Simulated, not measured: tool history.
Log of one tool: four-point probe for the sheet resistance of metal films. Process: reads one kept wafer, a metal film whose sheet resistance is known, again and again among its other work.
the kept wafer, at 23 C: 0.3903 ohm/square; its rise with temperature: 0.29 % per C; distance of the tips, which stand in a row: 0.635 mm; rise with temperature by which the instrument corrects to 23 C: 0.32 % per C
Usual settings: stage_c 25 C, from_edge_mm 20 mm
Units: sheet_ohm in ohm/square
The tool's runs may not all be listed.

run 1 hour=0.0 | stage_c=25 from_edge_mm=20 | sheet_ohm=0.392216
run 2 hour=91.2 | stage_c=25 from_edge_mm=20 | sheet_ohm=0.392142
run 3 hour=151.1 | stage_c=25 from_edge_mm=64 | sheet_ohm=0.391944
run 4 hour=242.9 | stage_c=25 from_edge_mm=64 | sheet_ohm=0.392015
run 5 hour=359.3 | stage_c=25 from_edge_mm=64 | sheet_ohm=0.392022
run 6 hour=414.9 | stage_c=25 from_edge_mm=64 | sheet_ohm=0.392036
run 7 hour=536.3 | stage_c=25 from_edge_mm=64 | sheet_ohm=0.392021
run 8 hour=606.3 | stage_c=25 from_edge_mm=64 | sheet_ohm=0.392095
run 9 hour=732.2 | stage_c=25 from_edge_mm=64 | sheet_ohm=0.392058
run 10 hour=855.8 | stage_c=25 from_edge_mm=20 | sheet_ohm=0.392342
run 11 hour=972.2 | stage_c=25 from_edge_mm=20 | sheet_ohm=0.392490
run 12 hour=1085.6 | stage_c=25 from_edge_mm=20 | sheet_ohm=0.392544
run 13 hour=1143.2 | stage_c=25 from_edge_mm=20 | sheet_ohm=0.392624
run 14 hour=1257.1 | stage_c=25 from_edge_mm=23 | sheet_ohm=0.392601
run 15 hour=1355.3 | stage_c=29 from_edge_mm=6 | sheet_ohm=0.394351
run 16 hour=1477.0 | stage_c=29 from_edge_mm=6 | sheet_ohm=0.394359
run 17 hour=1555.6 | stage_c=26 from_edge_mm=6 | sheet_ohm=0.394652
run 18 hour=1668.0 | stage_c=26 from_edge_mm=8 | sheet_ohm=0.393747
run 19 hour=1769.6 | stage_c=26 from_edge_mm=8 | sheet_ohm=0.393820
run 20 hour=1830.8 | stage_c=24 from_edge_mm=53 | sheet_ohm=0.392713
run 21 hour=1913.2 | stage_c=24 from_edge_mm=53 | sheet_ohm=0.392768
run 22 hour=1968.6 | stage_c=33 from_edge_mm=5 | sheet_ohm=0.395221
run 23 hour=2093.0 | stage_c=21 from_edge_mm=3 | sheet_ohm=0.402209
run 24 hour=2206.6 | stage_c=30 from_edge_mm=20 | sheet_ohm=0.392245
run 25 hour=2262.7 | stage_c=25 from_edge_mm=29 | sheet_ohm=0.392749
run 26 hour=2364.1 | stage_c=24 from_edge_mm=10 | sheet_ohm=0.393585

Measured less the same run without the tool's hidden state. The same run-to-run variation is in both; the gauge's scatter may not be:
The hidden state here: inner tips' distance over the nominal, %; tips' flats over new ones', %; wafer's true temperature over the reading, C; drift of the gauge itself on sheet_ohm, %.
run=1 sheet_ohm=+0.001781
run=2 sheet_ohm=+0.001814
run=3 sheet_ohm=+0.001834
run=4 sheet_ohm=+0.001863
run=5 sheet_ohm=+0.001908
run=6 sheet_ohm=+0.001928
run=7 sheet_ohm=+0.001972
run=8 sheet_ohm=+0.001996
run=9 sheet_ohm=+0.002040
run=10 sheet_ohm=+0.002086
run=11 sheet_ohm=+0.002130
run=12 sheet_ohm=+0.002167
run=13 sheet_ohm=+0.002188
run=14 sheet_ohm=+0.002227
run=15 sheet_ohm=+0.002276
run=16 sheet_ohm=+0.002317
run=17 sheet_ohm=+0.002339
run=18 sheet_ohm=+0.002372
run=19 sheet_ohm=+0.002407
run=20 sheet_ohm=+0.002419
run=21 sheet_ohm=+0.002448
run=22 sheet_ohm=+0.002501
run=23 sheet_ohm=+0.002567
run=24 sheet_ohm=+0.002563
run=25 sheet_ohm=+0.002577
run=26 sheet_ohm=+0.002616
